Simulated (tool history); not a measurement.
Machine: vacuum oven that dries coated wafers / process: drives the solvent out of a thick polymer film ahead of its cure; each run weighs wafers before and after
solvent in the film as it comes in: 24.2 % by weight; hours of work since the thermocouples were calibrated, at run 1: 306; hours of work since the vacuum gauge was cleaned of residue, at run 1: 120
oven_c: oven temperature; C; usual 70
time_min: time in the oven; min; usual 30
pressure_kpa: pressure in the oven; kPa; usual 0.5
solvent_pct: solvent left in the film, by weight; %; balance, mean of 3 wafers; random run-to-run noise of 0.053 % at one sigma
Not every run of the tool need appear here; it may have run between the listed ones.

| run | hour | oven_c | time_min | pressure_kpa | hours of work since the thermocouples were calibrated | hours of work since the vacuum gauge was cleaned of residue | solvent_pct |
|---|---|---|---|---|---|---|---|
| 1 | 0 | 70 | 30 | 0.5 | 306 | 120 | 1.92 |
| 2 | 18.3 | 70 | 30 | 0.5 | 314 | 128 | 1.86 |
| 3 | 38.7 | 71 | 30 | 0.5 | 323 | 137 | 1.62 |
| 4 | 62.6 | 70 | 30 | 0.5 | 333 | 147 | 1.87 |
| 5 | 94 | 70 | 30 | 0.5 | 346 | 160 | 1.89 |
| 6 | 121.5 | 70 | 30 | 0.363 | 358 | 172 | 1.91 |
| 7 | 140 | 70 | 30 | 0.363 | 366 | 180 | 1.92 |
| 8 | 164.1 | 70 | 30 | 0.5 | 376 | 190 | 1.88 |
| 9 | 188.3 | 59 | 30 | 0.5 | 387 | 201 | 7.99 |
| 10 | 205.9 | 70 | 52 | 0.5 | 394 | 208 | 0.51 |
| 11 | 228.5 | 70 | 52 | 0.5 | 404 | 218 | 0.42 |
| 12 | 254 | 70 | 17 | 0.975 | 415 | 229 | 5.24 |
| 13 | 283.7 | 70 | 17 | 0.975 | 427 | 241 | 5.08 |
| 14 | 307.7 | 79 | 30 | 1.035 | 438 | 252 | 0.35 |
| 15 | 338.1 | 60 | 30 | 0.691 | 451 | 265 | 7.33 |
| 16 | 360.4 | 71 | 32 | 0.691 | 460 | 274 | 1.41 |
| 17 | 374 | 71 | 32 | 0.691 | 466 | 280 | 1.54 |
| 18 | 398.8 | 77 | 32 | 0.304 | 477 | 291 | 0.24 |
| 19 | 419.1 | 61 | 50 | 0.413 | 485 | 299 | 3.25 |

4 options for the next run, each taken on its own from the tool as it stands now. Forecast them:
| A | 433.5 | 70 | 30 | 0.357 | 491 | 305 | ? |
| B | 433.5 | 62 | 30 | 0.463 | 491 | 305 | ? |
| C | 433.5 | 60 | 18 | 0.435 | 491 | 305 | ? |
| D | 433.5 | 61 | 46 | 1.257 | 491 | 305 | ? |

| run | solvent_pct |
|---|---|
| A | 1.75 |
| B | 6.03 |
| C | 10.75 |
| D | 4.11 |
Had the tool no hidden state, the same runs would have come out as:
| run | solvent_pct |
|---|---|
| A | 1.75 |
| B | 6.03 |
| C | 10.76 |
| D | 4.11 |

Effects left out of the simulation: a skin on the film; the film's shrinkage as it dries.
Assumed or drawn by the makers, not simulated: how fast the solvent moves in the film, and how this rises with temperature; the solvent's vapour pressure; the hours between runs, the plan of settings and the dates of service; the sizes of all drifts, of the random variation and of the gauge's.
